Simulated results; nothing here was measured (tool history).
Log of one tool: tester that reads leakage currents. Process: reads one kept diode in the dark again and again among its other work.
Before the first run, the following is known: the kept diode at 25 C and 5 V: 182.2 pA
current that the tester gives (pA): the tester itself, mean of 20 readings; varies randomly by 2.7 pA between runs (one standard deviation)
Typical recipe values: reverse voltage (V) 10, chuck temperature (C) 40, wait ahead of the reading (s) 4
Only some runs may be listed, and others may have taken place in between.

| run | day | reverse voltage (V) | chuck temperature (C) | wait ahead of the reading (s) | current that the tester gives (pA) |
|---|---|---|---|---|---|
| 1 | 0 | 10 | 40 | 4 | 887.74 |
| 2 | 3.212 | 10 | 40 | 4 | 886.63 |
|  | 5.308 | probe card cleaned and baked |
| 3 | 7.417 | 10 | 37 | 4 | 672.81 |
| 4 | 11.133 | 10 | 37 | 4 | 666.47 |
| 5 | 14.1 | 10 | 37 | 4 | 667.88 |
| 6 | 18.808 | 10 | 37 | 4 | 664.61 |
| 7 | 23.996 | 10 | 40 | 4 | 842.6 |
| 8 | 29.017 | 10 | 40 | 4 | 836.75 |
| 9 | 32.988 | 10 | 40 | 4 | 833.98 |
| 10 | 36.629 | 7.3 | 40 | 4 | 717.92 |
| 11 | 39.462 | 7.3 | 40 | 4 | 715.95 |
| 12 | 44.212 | 7.3 | 40 | 4 | 717.67 |
| 13 | 46.7 | 7.3 | 40 | 4 | 711.13 |
| 14 | 49.554 | 7.3 | 40 | 4 | 709.04 |
| 15 | 53.025 | 10 | 40 | 4 | 820.07 |
| 16 | 55.983 | 8.3 | 40 | 4 | 743.77 |
|  | 56.892 | chuck's temperature calibrated |
| 17 | 61.279 | 8.3 | 40 | 1.12 | 822.5 |
| 18 | 63.721 | 10 | 58 | 4 | 3484.64 |
| 19 | 66.592 | 10 | 40 | 4 | 891.86 |
| 20 | 69.4 | 10 | 40 | 4 | 882.53 |
| 21 | 74.3 | 10 | 44 | 1.46 | 1204.58 |
| 22 | 76.717 | 10 | 44 | 1.46 | 1200.93 |
| 23 | 79.992 | 13.2 | 40 | 4 | 1001.27 |
| 24 | 84 | 13.2 | 40 | 4 | 998.6 |
| 25 | 88.346 | 2.3 | 40 | 0.35 | 432.61 |
| 26 | 91.467 | 2.3 | 40 | 0.35 | 432.92 |
| 27 | 95.388 | 2.3 | 40 | 0.35 | 433.86 |
| 28 | 99.1 | 9 | 53 | 4.07 | 2226.13 |
| 29 | 102.575 | 4.6 | 35 | 3.34 | 396.86 |
| 30 | 108 | 10 | 31 | 0.51 | 409.37 |
| 31 | 111.792 | 10 | 31 | 0.51 | 408.95 |
| 32 | 116.138 | 4.1 | 26 | 1.61 | 172.97 |
| 33 | 118.567 | 4.1 | 28 | 2.29 | 204.44 |
| 34 | 122.342 | 4.1 | 28 | 2.29 | 201.77 |
| 35 | 125.25 | 4.1 | 49 | 5.89 | 1105.4 |
| 36 | 128.712 | 3.9 | 42 | 0.81 | 626.88 |
| 37 | 133.496 | 3.9 | 42 | 0.81 | 624.76 |
| 38 | 137.892 | 15 | 55 | 0.65 | 3151.55 |
| 39 | 140.4 | 10 | 29 | 0.33 | 338.04 |

Below are 3 alternative next runs, each starting from the tool's condition after run 39. Predict each:
|  | 143.354 | chuck's temperature calibrated |
| A | 144.938 | 10 | 24 | 4 | ? |
|  | 143.354 | chuck's temperature calibrated |
| B | 144.938 | 10 | 29 | 2.15 | ? |
|  | 143.354 | chuck's temperature calibrated |
| C | 144.938 | 10.6 | 26 | 4 | ? |

| run | current that the tester gives (pA) |
|---|---|
| A | 245.06 |
| B | 373.65 |
| C | 299.18 |
Stripped of hidden state, with their random variation kept, the same runs would have yielded:
| run | current that the tester gives (pA) |
|---|---|
| A | 230.53 |
| B | 357.37 |
| C | 283.22 |
